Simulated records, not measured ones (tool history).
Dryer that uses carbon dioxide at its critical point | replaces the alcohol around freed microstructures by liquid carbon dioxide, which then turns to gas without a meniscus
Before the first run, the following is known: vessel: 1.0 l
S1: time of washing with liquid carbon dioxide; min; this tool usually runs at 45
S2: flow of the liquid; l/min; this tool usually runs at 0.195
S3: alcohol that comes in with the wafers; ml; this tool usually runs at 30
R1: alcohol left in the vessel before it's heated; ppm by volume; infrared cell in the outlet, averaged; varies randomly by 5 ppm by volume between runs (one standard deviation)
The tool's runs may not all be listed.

run,hour,S1,S2,S3,R1
1,0.0,45,0.195,30,9
2,39.9,45,0.195,30,12
3,85.3,45,0.195,30,20
4,107.5,45,0.184,30,32
5,131.8,45,0.184,30,25
6,154.1,45,0.184,30,28
7,182.8,45,0.184,30,32
8,219.0,45,0.195,30,31
9,238.5,57,0.195,30,20
10,268.9,57,0.195,30,10
# hour 283.6: inlet filter changed
11,302.8,57,0.195,30,28
12,325.8,45,0.195,60,40
13,355.7,45,0.195,64,40
14,387.9,45,0.195,64,42
15,426.7,45,0.195,64,49
16,448.1,45,0.195,64,52
17,477.9,45,0.195,32,53
18,519.0,45,0.195,32,49
19,563.2,45,0.195,80,77
20,595.6,45,0.195,80,80
21,617.4,45,0.195,30,54
22,661.9,45,0.195,30,57
23,693.5,45,0.195,30,60
24,725.9,45,0.195,30,76
# hour 756.6: inlet filter changed
25,770.1,45,0.180,30,68
26,805.9,55,0.195,60,45
27,849.0,47,0.238,96,59
28,867.9,31,0.123,66,2058
29,892.9,71,0.316,88,60
30,917.5,36,0.145,59,567
31,945.6,51,0.143,96,188
32,966.0,34,0.211,96,196
33,994.3,45,0.293,48,64
34,1038.0,45,0.293,48,71
35,1079.3,45,0.293,48,71
36,1124.5,33,0.246,57,116
37,1159.8,45,0.195,108,122
38,1198.1,45,0.227,63,76
39,1220.6,60,0.227,109,69
# hour 1229.6: inlet filter changed
40,1261.9,60,0.227,109,70
41,1301.3,48,0.195,30,77
42,1329.6,32,0.166,32,308
43,1349.7,32,0.195,30,171
44,1371.9,32,0.195,30,179
45,1390.7,45,0.290,30,83
46,1419.2,45,0.195,30,89
47,1464.1,45,0.195,30,107

Each run again, without the hidden state but with its own random variation kept:
Hidden state present: flow that reaches the vessel past the clogged filter, %; alcohol in the recycled carbon dioxide, ppm; drift of the gauge itself on alcohol_ppm, %.
run,R1
1,6
2,6
3,9
4,17
5,8
6,9
7,10
8,9
9,5
10,0
11,11
12,20
13,17
14,16
15,19
16,20
17,21
18,15
19,30
20,27
21,10
22,10
23,10
24,23
25,24
26,0
27,9
28,1803
29,9
30,416
31,96
32,97
33,7
34,13
35,8
36,26
37,23
38,0
39,0
40,0
41,1
42,201
43,75
44,77
45,4
46,6
47,18
